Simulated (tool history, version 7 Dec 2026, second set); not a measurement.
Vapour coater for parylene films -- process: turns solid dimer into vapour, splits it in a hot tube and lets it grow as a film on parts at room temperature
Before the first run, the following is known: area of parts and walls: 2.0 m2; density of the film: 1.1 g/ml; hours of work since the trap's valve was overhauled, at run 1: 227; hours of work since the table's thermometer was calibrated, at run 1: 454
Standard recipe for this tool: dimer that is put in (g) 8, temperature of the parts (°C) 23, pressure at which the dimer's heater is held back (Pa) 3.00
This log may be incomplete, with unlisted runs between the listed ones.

| run | day | dimer that is put in (g) | temperature of the parts (°C) | pressure at which the dimer's heater is held back (Pa) | hours of work since the trap's valve was overhauled | hours of work since the table's thermometer was calibrated | thickness of the film (um) |
|---|---|---|---|---|---|---|---|
| 1 | 0.000 | 8 | 23 | 3.00 | 227 | 454 | 3.16 |
| 2 | 2.175 | 8 | 23 | 3.00 | 256 | 483 | 3.12 |
| 3 | 4.775 | 8 | 23 | 3.00 | 290 | 518 | 3.13 |
| 4 | 6.892 | 8 | 23 | 3.00 | 318 | 546 | 3.11 |
| 5 | 9.658 | 8 | 23 | 3.00 | 355 | 583 | 3.15 |
| 6 | 12.396 | 8 | 23 | 3.00 | 392 | 619 | 3.12 |
|  | 14.225 | trap's valve overhauled |
| 7 | 14.867 | 8 | 19 | 3.00 | 8 | 650 | 3.47 |
| 8 | 17.450 | 8 | 23 | 3.00 | 43 | 684 | 3.17 |
| 9 | 18.596 | 8 | 23 | 3.00 | 58 | 699 | 3.16 |
| 10 | 20.979 | 8 | 23 | 3.00 | 90 | 731 | 3.11 |
| 11 | 22.396 | 6 | 23 | 3.00 | 109 | 750 | 2.37 |
| 12 | 24.325 | 8 | 23 | 3.00 | 134 | 776 | 3.11 |
| 13 | 26.279 | 8 | 23 | 3.00 | 160 | 802 | 3.16 |
| 14 | 27.412 | 8 | 23 | 3.00 | 175 | 817 | 3.10 |
| 15 | 30.054 | 8 | 16 | 3.00 | 210 | 852 | 3.53 |
| 16 | 32.146 | 8 | 23 | 3.00 | 238 | 880 | 3.12 |
| 17 | 33.921 | 8 | 23 | 9.03 | 262 | 903 | 2.49 |

Run 18 is up next; what results do you expect?
| 18 | 35.504 | 8 | 24 | 3.11 | 283 | 924 | ? |

{"run 18": {"thickness of the film (um)": 2.99}}
If the tool had no hidden condition, the same run with the same run-to-run variation would have returned thickness of the film (um) 3.01.
